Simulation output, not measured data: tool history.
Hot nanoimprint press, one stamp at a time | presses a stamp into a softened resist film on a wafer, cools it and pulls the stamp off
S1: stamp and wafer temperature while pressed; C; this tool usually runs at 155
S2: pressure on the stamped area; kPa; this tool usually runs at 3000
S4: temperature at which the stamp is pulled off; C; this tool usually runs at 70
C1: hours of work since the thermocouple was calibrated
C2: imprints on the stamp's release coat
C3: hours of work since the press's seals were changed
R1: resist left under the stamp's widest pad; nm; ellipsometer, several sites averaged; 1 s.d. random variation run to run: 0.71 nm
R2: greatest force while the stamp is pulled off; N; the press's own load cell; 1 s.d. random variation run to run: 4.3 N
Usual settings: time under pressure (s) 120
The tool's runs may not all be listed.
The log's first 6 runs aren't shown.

run 7 hour=55.2 | S1=155 S2=3000 time_under_pressure_(s)=120 S4=70 | C1=192 C2=1051 C3=198 | R1=92.3 R2=204
-- hour=64.1 stamp cleaned and given a new release coat
run 8 hour=68.5 | S1=155 S2=3000 time_under_pressure_(s)=120 S4=64 | C1=195 C2=13 C3=201 | R1=91.9 R2=218
run 9 hour=79.5 | S1=155 S2=3000 time_under_pressure_(s)=120 S4=64 | C1=199 C2=46 C3=205 | R1=91.8 R2=220
run 10 hour=87.4 | S1=155 S2=3800 time_under_pressure_(s)=120 S4=64 | C1=202 C2=69 C3=209 | R1=80.6 R2=212
run 11 hour=98.5 | S1=155 S2=3800 time_under_pressure_(s)=120 S4=64 | C1=207 C2=102 C3=213 | R1=80.1 R2=224
run 12 hour=109.2 | S1=155 S2=3000 time_under_pressure_(s)=120 S4=70 | C1=211 C2=134 C3=218 | R1=92.5 R2=210
run 13 hour=116.9 | S1=155 S2=3000 time_under_pressure_(s)=120 S4=70 | C1=215 C2=157 C3=221 | R1=92.7 R2=208
run 14 hour=125.7 | S1=155 S2=3000 time_under_pressure_(s)=120 S4=70 | C1=218 C2=183 C3=225 | R1=91.8 R2=213
run 15 hour=131.6 | S1=164 S2=3000 time_under_pressure_(s)=120 S4=70 | C1=221 C2=200 C3=227 | R1=56.2 R2=208
run 16 hour=137.3 | S1=164 S2=2380 time_under_pressure_(s)=120 S4=70 | C1=223 C2=217 C3=229 | R1=65.5 R2=197
run 17 hour=145.4 | S1=155 S2=4180 time_under_pressure_(s)=120 S4=76 | C1=226 C2=241 C3=233 | R1=75.5 R2=202
run 18 hour=153.3 | S1=155 S2=4180 time_under_pressure_(s)=120 S4=76 | C1=230 C2=264 C3=236 | R1=76 R2=196
run 19 hour=163.7 | S1=166 S2=2780 time_under_pressure_(s)=90 S4=62 | C1=234 C2=295 C3=240 | R1=60.5 R2=222
run 20 hour=171.6 | S1=155 S2=3000 time_under_pressure_(s)=121 S4=70 | C1=237 C2=319 C3=244 | R1=91.6 R2=208
run 21 hour=178.6 | S1=154 S2=4320 time_under_pressure_(s)=120 S4=78 | C1=240 C2=339 C3=246 | R1=78.6 R2=195
run 22 hour=184.7 | S1=154 S2=4320 time_under_pressure_(s)=120 S4=78 | C1=243 C2=358 C3=249 | R1=77.6 R2=186
run 23 hour=192.5 | S1=154 S2=4320 time_under_pressure_(s)=120 S4=78 | C1=246 C2=381 C3=252 | R1=78.9 R2=195
run 24 hour=201.9 | S1=155 S2=3880 time_under_pressure_(s)=120 S4=70 | C1=250 C2=408 C3=256 | R1=79.2 R2=210
run 25 hour=208.3 | S1=155 S2=3880 time_under_pressure_(s)=120 S4=70 | C1=252 C2=427 C3=259 | R1=78.3 R2=203
run 26 hour=219.5 | S1=155 S2=3880 time_under_pressure_(s)=120 S4=70 | C1=257 C2=461 C3=263 | R1=79.2 R2=212
run 27 hour=231.2 | S1=155 S2=3880 time_under_pressure_(s)=120 S4=70 | C1=262 C2=495 C3=268 | R1=79.4 R2=209
run 28 hour=240.4 | S1=155 S2=3880 time_under_pressure_(s)=120 S4=70 | C1=266 C2=522 C3=272 | R1=79.4 R2=205
run 29 hour=251.8 | S1=155 S2=3430 time_under_pressure_(s)=120 S4=70 | C1=270 C2=556 C3=277 | R1=84.9 R2=214
run 30 hour=260.7 | S1=155 S2=2060 time_under_pressure_(s)=120 S4=70 | C1=274 C2=583 C3=280 | R1=115.5 R2=209

Alternative continuations, all from the tool just after run 30; predict every row:
-- hour=270.2 plate thermocouple calibrated
run A hour=272.5 | S1=150 S2=3000 time_under_pressure_(s)=120 S4=70 | C1=1 C2=609 C3=284 | R1=? R2=?
-- hour=270.2 plate thermocouple calibrated
run B hour=272.5 | S1=155 S2=2060 time_under_pressure_(s)=144 S4=70 | C1=1 C2=609 C3=284 | R1=? R2=?
-- hour=270.2 plate thermocouple calibrated
run C hour=272.5 | S1=155 S2=2280 time_under_pressure_(s)=69 S4=74 | C1=1 C2=609 C3=284 | R1=? R2=?

run=A R1=119.9 R2=210
run=B R1=106.5 R2=215
run=C R1=127.5 R2=206
Stripped of hidden state, with their random variation kept, the same runs would have yielded:
run=A R1=119.8 R2=208
run=B R1=106.5 R2=213
run=C R1=127.5 R2=204
